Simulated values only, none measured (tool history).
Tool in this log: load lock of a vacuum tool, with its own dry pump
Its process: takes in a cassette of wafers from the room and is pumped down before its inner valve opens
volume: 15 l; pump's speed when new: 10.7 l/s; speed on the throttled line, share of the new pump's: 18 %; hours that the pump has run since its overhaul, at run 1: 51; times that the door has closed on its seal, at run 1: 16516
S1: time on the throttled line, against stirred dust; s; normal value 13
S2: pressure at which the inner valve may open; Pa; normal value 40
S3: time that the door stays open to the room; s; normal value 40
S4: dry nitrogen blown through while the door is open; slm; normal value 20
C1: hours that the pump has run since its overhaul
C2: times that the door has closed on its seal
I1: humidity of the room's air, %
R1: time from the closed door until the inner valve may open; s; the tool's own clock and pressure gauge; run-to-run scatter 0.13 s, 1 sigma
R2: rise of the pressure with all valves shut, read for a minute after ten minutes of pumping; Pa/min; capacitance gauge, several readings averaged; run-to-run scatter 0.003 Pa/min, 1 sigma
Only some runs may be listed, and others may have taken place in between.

Run 1, hour 0.0: usual settings; C1 51; C2 16516; I1 44.3. Result: R1 21.6 s, R2 0.101 Pa/min.
Run 2, hour 308.8: usual settings; C1 360; C2 17681; I1 44.8. Result: R1 21.7 s, R2 0.106 Pa/min.
Run 3, hour 641.4: usual settings but S4 14 slm; C1 693; C2 18935; I1 49.2. Result: R1 21.7 s, R2 0.123 Pa/min.
Run 4, hour 1265.4: usual settings but S4 14 slm; C1 1316; C2 21288; I1 46.0. Result: R1 22.0 s, R2 0.126 Pa/min.
Run 5, hour 1582.1: usual settings but S1 10 s; C1 1633; C2 22482; I1 47.2. Result: R1 19.6 s, R2 0.137 Pa/min.
Run 6, hour 1851.6: usual settings but S1 10 s; C1 1903; C2 23498; I1 45.9. Result: R1 19.6 s, R2 0.141 Pa/min.
Run 7, hour 2403.6: usual settings; C1 2455; C2 25580; I1 44.7. Result: R1 22.3 s, R2 0.160 Pa/min.
Run 8, hour 2801.2: usual settings but S1 18 s; C1 2852; C2 27079; I1 47.6. Result: R1 26.2 s, R2 0.165 Pa/min.
Run 9, hour 3208.0: usual settings; C1 3259; C2 28613; I1 41.1. Result: R1 22.3 s, R2 0.170 Pa/min.
Run 10, hour 3584.8: usual settings but S3 138 s; C1 3636; C2 30034; I1 46.5. Result: R1 22.3 s, R2 0.197 Pa/min.
Run 11, hour 3846.0: usual settings; C1 3897; C2 31019; I1 47.9. Result: R1 22.3 s, R2 0.197 Pa/min.
Run 12, hour 4365.2: usual settings; C1 4416; C2 32976; I1 42.3. Result: R1 22.5 s, R2 0.208 Pa/min.
Run 13, hour 4666.7: usual settings but S2 74 Pa; C1 4718; C2 34113; I1 44.0. Result: R1 21.7 s, R2 0.219 Pa/min.
Run 14, hour 5210.4: usual settings but S2 38 Pa; C1 5262; C2 36164; I1 48.8. Result: R1 22.7 s, R2 0.235 Pa/min.
Run 15, hour 5509.4: usual settings but S2 38 Pa; C1 5561; C2 37291; I1 43.5. Result: R1 22.9 s, R2 0.252 Pa/min.
Run 16, hour 5865.8: usual settings but S3 59 s; C1 5917; C2 38635; I1 46.4. Result: R1 22.5 s, R2 0.259 Pa/min.
Run 17, hour 6210.8: usual settings but S3 59 s; C1 6262; C2 39936; I1 47.1. Result: R1 22.8 s, R2 0.271 Pa/min.
Run 18, hour 6793.0: usual settings but S3 59 s; C1 6844; C2 42131; I1 43.1. Result: R1 22.8 s, R2 0.290 Pa/min.
Run 19, hour 7123.7: usual settings but S3 59 s; C1 7175; C2 43378; I1 44.4. Result: R1 22.8 s, R2 0.311 Pa/min.
Run 20, hour 7405.2: usual settings but S3 117 s, S4 6 slm; C1 7456; C2 44440; I1 41.9. Result: R1 23.1 s, R2 0.345 Pa/min.
Run 21, hour 7845.9: usual settings but S1 7 s, S2 53 Pa, S3 117 s, S4 41 slm; C1 7897; C2 46101; I1 48.3. Result: R1 18.1 s, R2 0.337 Pa/min.
Run 22, hour 8254.0: usual settings but S1 7 s, S2 53 Pa, S3 117 s, S4 41 slm; C1 8305; C2 47640; I1 46.1. Result: R1 18.0 s, R2 0.347 Pa/min.
Run 23, hour 8594.9: usual settings but S1 21 s, S2 54 Pa, S3 44 s, S4 13 slm; C1 8646; C2 48926; I1 46.2. Result: R1 29.1 s, R2 0.382 Pa/min.
Run 24, hour 9147.9: usual settings but S1 21 s, S2 54 Pa, S3 44 s, S4 13 slm; C1 9199; C2 51011; I1 43.2. Result: R1 29.2 s, R2 0.398 Pa/min.
At hour 9186.1: door's seal changed, seat wiped.
Run 25, hour 9448.2: usual settings but S1 8 s, S4 5 slm; C1 9498; C2 989; I1 43.5. Result: R1 19.5 s, R2 0.054 Pa/min.
Run 26, hour 10035.4: usual settings but S2 56 Pa, S3 121 s, S4 17 slm; C1 10085; C2 3203; I1 42.3. Result: R1 23.2 s, R2 0.057 Pa/min.
At hour 10295.3: dry pump taken out, an overhauled one fitted.
Run 27, hour 10381.4: usual settings but S3 175 s, S4 13 slm; C1 86; C2 4485; I1 45.0. Result: R1 21.6 s, R2 0.073 Pa/min.
Run 28, hour 10820.4: usual settings but S1 14 s, S2 41 Pa; C1 525; C2 6140; I1 48.0. Result: R1 22.6 s, R2 0.061 Pa/min.
Run 29, hour 11442.2: usual settings but S1 14 s, S2 41 Pa; C1 1147; C2 8485; I1 39.7. Result: R1 22.5 s, R2 0.055 Pa/min.
Run 30, hour 12023.9: usual settings but S1 11 s, S3 129 s; C1 1729; C2 10679; I1 47.8. Result: R1 20.5 s, R2 0.084 Pa/min.
Run 31, hour 12659.5: usual settings but S1 24 s, S4 14 slm; C1 2364; C2 13075; I1 45.4. Result: R1 30.9 s, R2 0.079 Pa/min.
Run 32, hour 13145.9: usual settings but S2 46 Pa, S3 51 s, S4 7 slm; C1 2851; C2 14909; I1 44.4. Result: R1 22.1 s, R2 0.103 Pa/min.
Run 33, hour 13694.6: usual settings but S2 72 Pa, S3 36 s, S4 7 slm; C1 3399; C2 16978; I1 46.7. Result: R1 21.5 s, R2 0.115 Pa/min.
Run 34, hour 14163.7: usual settings but S2 47 Pa, S3 36 s, S4 7 slm; C1 3868; C2 18747; I1 50.8. Result: R1 22.1 s, R2 0.130 Pa/min.
Run 35, hour 14724.7: usual settings but S1 12 s, S3 47 s, S4 21 slm; C1 4429; C2 20863; I1 44.1. Result: R1 21.6 s, R2 0.126 Pa/min.
Run 36, hour 15371.8: usual settings but S1 12 s, S3 26 s, S4 31 slm; C1 5076; C2 23303; I1 40.2. Result: R1 21.7 s, R2 0.128 Pa/min.

Below are 4 alternative next runs, each starting from the tool's condition after run 36. Predict each:
Run A, hour 15807.3: usual settings but S4 35 slm; C1 5512; C2 24945; I1 44.3. Result: R1 ?, R2 ?.
Run B, hour 15807.3: usual settings but S1 10 s, S2 44 Pa, S3 26 s, S4 31 slm; C1 5512; C2 24945; I1 49.2. Result: R1 ?, R2 ?.
Run C, hour 15807.3: usual settings but S3 99 s; C1 5512; C2 24945; I1 47.6. Result: R1 ?, R2 ?.
Run D, hour 15807.3: usual settings but S2 74 Pa, S4 6 slm; C1 5512; C2 24945; I1 47.2. Result: R1 ?, R2 ?.

run    R1     R2
  A  22.6  0.136
  B  20.1  0.149
  C  22.8  0.159
  D  21.4  0.162
The same runs, with their run-to-run variation unchanged, on a tool lacking any hidden condition would have given:
run    R1     R2
  A  21.6  0.022
  B  19.0  0.032
  C  21.8  0.044
  D  20.5  0.048
